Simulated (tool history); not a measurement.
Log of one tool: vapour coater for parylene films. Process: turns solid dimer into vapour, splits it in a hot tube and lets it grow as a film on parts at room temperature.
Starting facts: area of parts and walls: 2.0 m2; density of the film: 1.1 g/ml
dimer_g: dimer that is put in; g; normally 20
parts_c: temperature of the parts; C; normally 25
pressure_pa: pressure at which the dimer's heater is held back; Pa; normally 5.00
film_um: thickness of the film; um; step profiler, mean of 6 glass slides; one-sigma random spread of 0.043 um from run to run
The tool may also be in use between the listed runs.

Run 1, hour 0.0: usual settings. Result: film_um 6.58 um.
Run 2, hour 12.1: usual settings. Result: film_um 6.50 um.
Run 3, hour 27.6: usual settings. Result: film_um 6.55 um.
Run 4, hour 40.4: usual settings. Result: film_um 6.50 um.
Run 5, hour 54.4: usual settings but dimer_g 17 g. Result: film_um 5.51 um.
Run 6, hour 74.1: usual settings but parts_c 31 C. Result: film_um 4.95 um.
Run 7, hour 82.0: usual settings. Result: film_um 6.47 um.
Run 8, hour 96.9: usual settings. Result: film_um 6.53 um.
Run 9, hour 114.5: usual settings. Result: film_um 6.51 um.
Run 10, hour 130.6: usual settings. Result: film_um 6.42 um.
Run 11, hour 145.2: usual settings but pressure_pa 10.08 Pa. Result: film_um 5.62 um.
Run 12, hour 154.8: usual settings. Result: film_um 6.33 um.
Run 13, hour 165.9: usual settings. Result: film_um 6.34 um.
Run 14, hour 180.7: usual settings. Result: film_um 6.32 um.
Run 15, hour 197.6: usual settings but dimer_g 14 g. Result: film_um 4.42 um.
Run 16, hour 210.6: usual settings but dimer_g 26 g. Result: film_um 8.08 um.
At hour 215.6: trap's valve overhauled.
Run 17, hour 227.6: usual settings but dimer_g 9 g, parts_c 27 C, pressure_pa 9.66 Pa. Result: film_um 2.45 um.
Run 18, hour 247.1: usual settings but dimer_g 9 g, parts_c 27 C, pressure_pa 9.66 Pa. Result: film_um 2.45 um.
Run 19, hour 258.1: usual settings but dimer_g 28 g, parts_c 18 C, pressure_pa 2.82 Pa. Result: film_um 12.41 um.
Run 20, hour 274.3: usual settings but dimer_g 10 g, parts_c 33 C. Result: film_um 2.28 um.
Run 21, hour 287.3: usual settings but dimer_g 33 g, pressure_pa 5.06 Pa. Result: film_um 10.82 um.
Run 22, hour 305.9: usual settings but dimer_g 33 g, pressure_pa 5.06 Pa. Result: film_um 10.87 um.
Run 23, hour 321.3: usual settings but dimer_g 9 g, parts_c 20 C, pressure_pa 10.23 Pa. Result: film_um 3.21 um.
Run 24, hour 337.0: usual settings but parts_c 21 C, pressure_pa 7.01 Pa. Result: film_um 7.29 um.
Run 25, hour 348.8: usual settings but dimer_g 9 g, parts_c 31 C, pressure_pa 2.16 Pa. Result: film_um 2.56 um.
Run 26, hour 366.2: usual settings but dimer_g 13 g, parts_c 21 C, pressure_pa 3.23 Pa. Result: film_um 5.43 um.
Run 27, hour 375.0: usual settings but dimer_g 27 g, parts_c 32 C. Result: film_um 6.38 um.

Consider 5 possible next runs. They are alternatives, not a sequence: every one starts from the tool as it was left by run 27. What does each give?
Run A, hour 393.7: usual settings but dimer_g 27 g, parts_c 27 C, pressure_pa 9.21 Pa. Result: film_um ?.
Run B, hour 393.7: usual settings but dimer_g 9 g, parts_c 22 C, pressure_pa 2.72 Pa. Result: film_um ?.
Run C, hour 393.7: usual settings but parts_c 30 C, pressure_pa 5.58 Pa. Result: film_um ?.
Run D, hour 393.7: usual settings but dimer_g 9 g, parts_c 24 C, pressure_pa 5.14 Pa. Result: film_um ?.
Run E, hour 393.7: usual settings but dimer_g 16 g, parts_c 32 C, pressure_pa 9.76 Pa. Result: film_um ?.

run  film_um
  A     7.06
  B     3.70
  C     5.02
  D     2.96
  E     3.32
With the hidden condition removed and each run's random variation left untouched, the same runs would have given:
run  film_um
  A     7.54
  B     3.95
  C     5.36
  D     3.15
  E     3.54
